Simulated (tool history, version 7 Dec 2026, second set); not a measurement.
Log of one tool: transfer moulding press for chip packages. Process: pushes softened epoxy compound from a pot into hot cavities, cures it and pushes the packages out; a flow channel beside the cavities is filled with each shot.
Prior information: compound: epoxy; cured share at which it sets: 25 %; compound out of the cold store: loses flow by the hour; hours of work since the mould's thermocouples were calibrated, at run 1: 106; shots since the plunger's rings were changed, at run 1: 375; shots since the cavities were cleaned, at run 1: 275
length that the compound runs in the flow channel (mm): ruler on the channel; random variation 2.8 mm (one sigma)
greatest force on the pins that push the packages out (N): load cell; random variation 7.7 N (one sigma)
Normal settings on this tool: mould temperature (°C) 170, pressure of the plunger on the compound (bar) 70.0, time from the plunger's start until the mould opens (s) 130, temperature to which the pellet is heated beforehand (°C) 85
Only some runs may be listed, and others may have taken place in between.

run,hour,mould temperature (°C),pressure of the plunger on the compound (bar),time from the plunger's start until the mould opens (s),temperature to which the pellet is heated beforehand (°C),hours of work since the mould's thermocouples were calibrated,shots since the plunger's rings were changed,shots since the cavities were cleaned,incoming compound's hours out of the cold store,length that the compound runs in the flow channel (mm),greatest force on the pins that push the packages out (N)
1,0.0,170,70.0,130,85,106,375,275,16.8,765,475
2,5.2,170,70.0,130,85,109,417,317,16.2,760,505
3,12.3,170,70.0,132,85,113,475,375,30.6,714,503
4,19.5,170,70.0,132,85,117,534,434,10.2,777,520
# hour 27.3: cavities cleaned with cleaning compound and waxed
5,29.6,170,70.0,132,85,121,604,18,23.0,743,334
6,37.9,170,70.0,130,80,125,673,87,41.9,686,371
7,46.9,170,70.0,130,80,130,746,160,21.2,745,437
8,51.0,170,70.0,130,80,132,779,193,27.1,726,455
9,58.8,170,70.0,130,85,136,843,257,34.6,708,461
10,66.9,170,70.0,130,84,141,909,323,8.8,775,499
11,75.3,170,70.0,130,84,145,978,392,20.8,740,527
12,83.9,170,70.0,130,84,149,1049,463,23.7,736,547
# hour 88.3: cavities cleaned with cleaning compound and waxed
13,93.3,170,70.0,130,85,154,1113,41,10.8,771,384
14,101.4,170,70.0,130,85,158,1179,107,10.9,767,385
15,105.3,170,70.0,130,85,160,1211,139,12.0,766,421
16,111.2,175,70.0,130,82,163,1260,188,24.4,708,377
17,118.5,170,86.1,115,92,167,1319,247,32.6,778,541
18,122.7,170,86.1,115,92,169,1354,282,20.6,817,564
19,126.4,164,81.9,130,85,171,1384,312,10.3,855,764
20,133.4,164,81.9,130,85,174,1441,369,33.0,781,731
21,137.7,174,52.4,129,92,177,1476,404,32.5,599,473
22,146.6,173,54.2,130,80,181,1549,477,40.6,592,489
# hour 149.2: cavities cleaned with cleaning compound and waxed
23,153.5,164,82.0,119,78,184,1593,35,12.3,845,673
24,157.4,164,82.0,119,78,186,1625,67,38.9,757,660
25,164.1,164,82.0,119,78,190,1680,122,18.0,823,751
26,170.1,164,62.2,162,78,193,1729,171,19.5,715,438
27,175.5,163,70.0,135,85,196,1774,216,13.2,776,667
28,181.9,166,65.5,119,85,199,1826,268,11.0,744,745
29,190.4,175,70.0,126,76,203,1895,337,47.0,645,420

For each entry between runs, how does the tool's hidden state at the last listed run before it compare with that at the first listed run after it?
From run 4 to run 5: cavities cleaned with cleaning compound and waxed (hour 27.3)
  true mould temperature over the reading, C: -0.15 -> -0.16; pressure that reaches the compound, % of what is set: 97.8 -> 97.56; grip of the stained cavities, % over clean ones': 60.4 -> 4.6
  measured minus no-state result, length that the compound runs in the flow channel (mm): -8 -> -9; greatest force on the pins that push the packages out (N): +197 -> +17
From run 12 to run 13: cavities cleaned with cleaning compound and waxed (hour 88.3)
  pressure that reaches the compound, % of what is set: 95.95 -> 95.7; grip of the stained cavities, % over clean ones': 62.3 -> 8.4
  measured minus no-state result, length that the compound runs in the flow channel (mm): -14 -> -17; greatest force on the pins that push the packages out (N): +213 -> +34
From run 22 to run 23: cavities cleaned with cleaning compound and waxed (hour 149.2)
  true mould temperature over the reading, C: -0.26 -> -0.27; pressure that reaches the compound, % of what is set: 94.09 -> 93.93; grip of the stained cavities, % over clean ones': 62.4 -> 7.6
  measured minus no-state result, length that the compound runs in the flow channel (mm): -18 -> -26; greatest force on the pins that push the packages out (N): +188 -> +61
